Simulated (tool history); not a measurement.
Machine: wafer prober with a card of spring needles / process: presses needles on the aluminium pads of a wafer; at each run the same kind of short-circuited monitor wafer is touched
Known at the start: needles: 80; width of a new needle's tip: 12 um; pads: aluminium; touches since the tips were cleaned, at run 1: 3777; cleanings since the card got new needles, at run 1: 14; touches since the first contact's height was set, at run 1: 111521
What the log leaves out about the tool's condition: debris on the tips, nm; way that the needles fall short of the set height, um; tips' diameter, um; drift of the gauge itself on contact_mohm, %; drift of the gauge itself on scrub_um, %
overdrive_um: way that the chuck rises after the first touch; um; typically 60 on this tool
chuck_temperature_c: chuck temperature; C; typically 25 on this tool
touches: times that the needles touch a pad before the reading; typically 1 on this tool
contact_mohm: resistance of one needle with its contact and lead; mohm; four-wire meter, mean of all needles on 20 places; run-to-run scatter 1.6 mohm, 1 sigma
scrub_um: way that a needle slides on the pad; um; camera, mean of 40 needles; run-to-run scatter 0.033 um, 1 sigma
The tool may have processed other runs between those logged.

| run | hour | overdrive_um | chuck_temperature_c | touches | touches since the tips were cleaned | cleanings since the card got new needles | touches since the first contact's height was set | contact_mohm | scrub_um |
|---|---|---|---|---|---|---|---|---|---|
| 1 | 0.0 | 60 | 25 | 1 | 3777 | 14 | 111521 | 197 | 8.34 |
|  | 5.2 | tips cleaned on abrasive film |
| 2 | 5.8 | 60 | 25 | 1 | 263 | 15 | 114280 | 229 | 8.25 |
| 3 | 15.1 | 60 | 25 | 1 | 4810 | 15 | 118827 | 218 | 8.26 |
|  | 18.7 | tips cleaned on abrasive film |
|  | 22.2 | tips cleaned on abrasive film, once more |
| 4 | 24.6 | 60 | 25 | 1 | 1193 | 17 | 123372 | 178 | 8.24 |
| 5 | 30.6 | 60 | 25 | 1 | 4110 | 17 | 126289 | 197 | 8.23 |
|  | 35.1 | tips cleaned on abrasive film |
| 6 | 38.5 | 60 | 25 | 1 | 1652 | 18 | 130109 | 182 | 8.26 |
| 7 | 44.9 | 44 | 25 | 1 | 4751 | 18 | 133208 | 233 | 5.97 |
|  | 48.1 | tips cleaned on abrasive film |
| 8 | 50.1 | 44 | 25 | 1 | 999 | 19 | 135708 | 194 | 6.01 |
| 9 | 57.7 | 56 | 25 | 1 | 4712 | 19 | 139421 | 208 | 7.67 |
|  | 61.1 | tips cleaned on abrasive film |
| 10 | 64.8 | 56 | 25 | 1 | 1837 | 20 | 142836 | 184 | 7.63 |
| 11 | 69.7 | 56 | 25 | 1 | 4196 | 20 | 145195 | 203 | 7.68 |
|  | 74.2 | tips cleaned on abrasive film |
| 12 | 79.1 | 60 | 25 | 1 | 2421 | 21 | 149765 | 185 | 8.14 |
| 13 | 84.7 | 71 | 25 | 1 | 5131 | 21 | 152475 | 189 | 9.82 |
|  | 87.4 | tips cleaned on abrasive film |
| 14 | 88.8 | 60 | 25 | 1 | 703 | 22 | 154425 | 178 | 8.18 |
| 15 | 97.2 | 60 | 25 | 1 | 4817 | 22 | 158539 | 198 | 8.18 |
|  | 100.3 | tips cleaned on abrasive film |
| 16 | 103.0 | 60 | 25 | 1 | 1313 | 23 | 161322 | 180 | 8.16 |
| 17 | 107.4 | 60 | 25 | 1 | 3424 | 23 | 163433 | 193 | 8.20 |
| 18 | 111.3 | 64 | 76 | 1 | 5322 | 23 | 165331 | 204 | 8.74 |
|  | 113.6 | tips cleaned on abrasive film |
| 19 | 120.8 | 64 | 76 | 1 | 3510 | 24 | 169913 | 198 | 8.74 |
|  | 126.6 | tips cleaned on abrasive film |
| 20 | 128.1 | 64 | 76 | 1 | 730 | 25 | 173447 | 183 | 8.71 |
| 21 | 137.3 | 60 | 104 | 1 | 5226 | 25 | 177943 | 212 | 8.14 |
|  | 140.0 | tips cleaned on abrasive film |
| 22 | 145.8 | 60 | 104 | 1 | 2830 | 26 | 182019 | 209 | 8.16 |
|  | 153.0 | tips cleaned on abrasive film |
| 23 | 153.2 | 60 | 104 | 1 | 49 | 27 | 185557 | 186 | 8.11 |
| 24 | 159.6 | 60 | 78 | 2 | 3210 | 27 | 188718 | 194 | 8.12 |
| 25 | 165.1 | 43 | 55 | 1 | 5870 | 27 | 191378 | 255 | 5.75 |
|  | 166.2 | tips cleaned on abrasive film |
| 26 | 174.4 | 68 | 25 | 1 | 3977 | 28 | 195856 | 190 | 9.24 |
|  | 179.7 | tips cleaned on abrasive film |
| 27 | 181.4 | 55 | 25 | 2 | 821 | 29 | 199214 | 177 | 7.43 |
| 28 | 190.0 | 43 | 48 | 3 | 5019 | 29 | 203412 | 204 | 5.71 |
|  | 192.9 | tips cleaned on abrasive film |
| 29 | 195.6 | 67 | 76 | 1 | 1327 | 30 | 206110 | 188 | 9.14 |
| 30 | 201.8 | 67 | 76 | 1 | 4330 | 30 | 209113 | 197 | 9.09 |
|  | 206.4 | tips cleaned on abrasive film |
| 31 | 207.8 | 52 | 77 | 2 | 715 | 31 | 212023 | 190 | 6.99 |
| 32 | 214.5 | 52 | 77 | 2 | 3946 | 31 | 215254 | 203 | 6.90 |
|  | 219.4 | tips cleaned on abrasive film |
| 33 | 220.5 | 52 | 43 | 2 | 530 | 32 | 218161 | 181 | 6.97 |

Below, some changes in contact_mohm between adjacent runs. For each, the amount present without the hidden state too (settings, incoming material, random variation) and the amount remaining for the hidden state with gauge scatter not shared by both compared results:
Run 3 -> 4: tips cleaned on abrasive film, tips cleaned on abrasive film, once more. contact_mohm -40 mohm: hidden state -44, all else +4.
Run 6 -> 7: overdrive_um 60 -> 44. contact_mohm +51 mohm: hidden state +43, all else +8.
Run 24 -> 25: overdrive_um 60 -> 43, chuck_temperature_c 78 -> 55, touches 2 -> 1. contact_mohm +61 mohm: hidden state +58, all else +3.
Run 25 -> 26: overdrive_um 43 -> 68, chuck_temperature_c 55 -> 25, tips cleaned on abrasive film. contact_mohm -65 mohm: hidden state -49, all else -16.

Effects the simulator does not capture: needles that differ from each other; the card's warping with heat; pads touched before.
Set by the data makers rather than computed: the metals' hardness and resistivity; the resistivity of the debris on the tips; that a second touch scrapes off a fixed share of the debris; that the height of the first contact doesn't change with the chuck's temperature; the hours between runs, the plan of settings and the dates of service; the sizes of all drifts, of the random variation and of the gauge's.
